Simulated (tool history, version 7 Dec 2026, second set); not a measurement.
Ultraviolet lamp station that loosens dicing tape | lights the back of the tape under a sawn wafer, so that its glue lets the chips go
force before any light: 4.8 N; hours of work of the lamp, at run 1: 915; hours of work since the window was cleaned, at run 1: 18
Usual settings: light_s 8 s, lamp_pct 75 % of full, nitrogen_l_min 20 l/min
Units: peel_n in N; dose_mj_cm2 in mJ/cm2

run,hour,light_s,lamp_pct,nitrogen_l_min,hours of work of the lamp,hours of work since the window was cleaned,peel_n,dose_mj_cm2
1,0,8,75,20,915,18,0.534,195
2,62.8,8,75,20,955,59,0.578,197
3,104.2,8,75,20,982,86,0.577,187
4,159.9,8,75,20,1019,122,0.607,184
5,208.4,8,75,20,1050,154,0.626,178
6,240.5,8,75,20,1071,175,0.623,180
7,289.3,8,75,20,1103,207,0.648,175
8,318.4,8,75,20,1122,226,0.674,170
9,348.7,8,75,20,1142,245,0.692,165
10,388,8,88,20,1167,271,0.535,198
11,439.7,8,88,20,1201,305,0.538,194
12,498.9,8,88,20,1239,343,0.568,189
13,559.3,8,75,20,1279,383,0.762,156
14,613.5,8,75,20,1314,418,0.846,154
# hour 628.3: window cleaned of glue's vapour
15,654.2,8,75,20,1340,17,0.939,138
16,704.9,8,75,20,1373,50,0.976,138
17,734.6,8,75,20,1393,69,0.988,132
18,793,8,75,20,1431,107,0.998,135
19,833.6,8,75,20,1457,134,1.021,129
# hour 874.6: window cleaned of glue's vapour, once more
20,894.1,8,75,20,1496,13,0.787,159
21,938.9,8,75,20,1525,42,0.795,156
22,995.5,13,71,13,1562,79,0.552,231
23,1040.5,4,75,20,1592,108,1.99,77
24,1071.8,9,85,16,1612,128,0.708,189
25,1116.8,9,85,16,1641,158,0.704,184
26,1175.6,6,67,16,1679,196,1.737,96
# hour 1206.3: lamp changed
27,1212,12,84,20,4,219,0.144,413
28,1246.4,5,64,16,26,241,1.232,133
29,1298.4,4,73,18,60,275,1.263,118
30,1330.3,5,65,29,81,296,0.841,129
31,1383.9,7,85,20,116,331,0.378,229
32,1433.8,5,62,12,148,363,1.567,123
33,1467.4,5,62,12,170,385,1.576,121
34,1524,8,88,33,207,422,0.222,260
# hour 1527.9: window cleaned of glue's vapour
35,1556.2,8,88,33,228,18,0.202,287
36,1586.7,8,88,33,247,38,0.195,280
37,1614.9,7,67,18,266,57,0.638,190
38,1668.4,7,64,12,301,92,0.935,173

Forecast run 39:
39,1718.5,16,75,20,333,124,?,?

Run 39 gave peel_n 0.134 N, dose_mj_cm2 455 mJ/cm2.
Without the tool's hidden state the same run would have given peel_n 0.125 N, dose_mj_cm2 521 mJ/cm2.
